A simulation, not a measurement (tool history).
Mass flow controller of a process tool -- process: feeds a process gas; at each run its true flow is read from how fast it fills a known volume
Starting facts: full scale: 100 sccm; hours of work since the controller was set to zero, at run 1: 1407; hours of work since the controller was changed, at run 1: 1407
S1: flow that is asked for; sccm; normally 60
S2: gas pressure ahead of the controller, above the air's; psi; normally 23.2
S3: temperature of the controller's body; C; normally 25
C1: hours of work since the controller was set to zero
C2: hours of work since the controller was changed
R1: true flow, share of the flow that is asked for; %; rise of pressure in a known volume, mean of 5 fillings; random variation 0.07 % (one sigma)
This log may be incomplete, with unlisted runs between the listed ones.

run	hour	S1	S2	S3	C1	C2	R1
1	0.0	60	23.2	25	1407	1407	97.97
2	67.3	60	23.2	25	1443	1443	97.99
3	193.1	60	23.2	25	1509	1509	97.97
4	303.6	60	23.2	25	1567	1567	97.91
5	372.7	60	23.2	25	1604	1604	97.78
6	500.3	60	23.2	20	1671	1671	97.63
7	603.1	60	23.2	20	1726	1726	97.62
8	660.4	60	23.2	20	1756	1756	97.36
9	773.0	60	23.2	25	1815	1815	97.84
10	902.9	60	23.2	25	1884	1884	97.83
11	987.4	60	33.1	25	1928	1928	98.08
12	1078.6	60	21.9	25	1977	1977	97.87
13	1196.5	60	21.9	25	2039	2039	97.77
14	1322.6	60	29.2	25	2105	2105	97.91
15	1392.7	60	29.2	25	2142	2142	97.91
16	1447.6	22	23.2	25	2171	2171	94.93
17	1539.0	22	23.2	25	2220	2220	94.93
18	1654.3	22	23.2	25	2281	2281	94.98
19	1777.3	60	21.8	25	2345	2345	97.74
20	1878.1	60	21.8	25	2399	2399	97.83
21	1963.6	60	21.8	25	2444	2444	97.89
22	2064.7	30	21.8	25	2497	2497	95.63
23	2161.5	33	36.3	35	2548	2548	97.00
24	2278.7	64	23.2	25	2610	2610	97.93
25	2357.4	42	35.7	34	2652	2652	97.65
# hour 2368.7: controller's zero set anew
26	2481.9	94	35.7	28	60	2717	99.19
27	2551.8	94	35.7	28	97	2754	99.29
28	2614.3	14	39.6	40	130	2787	90.90
29	2679.5	14	39.6	40	164	2821	91.06
30	2802.7	14	39.6	40	229	2887	90.97
# hour 2874.1: controller's zero set anew, once more
31	2902.5	14	39.6	40	15	2939	98.66
32	3020.5	11	24.2	24	77	3001	96.77
33	3120.0	11	24.2	24	130	3054	96.78
34	3184.0	60	36.1	25	164	3088	98.87
35	3268.8	36	36.1	25	208	3132	98.01
36	3356.3	60	23.2	33	255	3179	99.50
37	3480.2	60	23.2	33	320	3244	99.42
38	3606.8	22	21.5	40	387	3311	98.42
39	3709.9	22	21.5	40	441	3365	98.35
40	3797.6	39	23.2	33	487	3411	98.52
41	3869.2	14	40.3	25	525	3449	96.76
42	3925.8	14	40.3	25	555	3479	96.73

Forecast each of these 3 alternatives for the next run:
A	4043.9	48	33.9	25	618	3541	?
B	4043.9	11	22.0	30	618	3541	?
C	4043.9	14	40.3	27	618	3541	?

run	R1
A	98.39
B	96.23
C	96.67
With the hidden condition removed and each run's random variation left untouched, the same runs would have given:
run	R1
A	98.29
B	97.13
C	97.29

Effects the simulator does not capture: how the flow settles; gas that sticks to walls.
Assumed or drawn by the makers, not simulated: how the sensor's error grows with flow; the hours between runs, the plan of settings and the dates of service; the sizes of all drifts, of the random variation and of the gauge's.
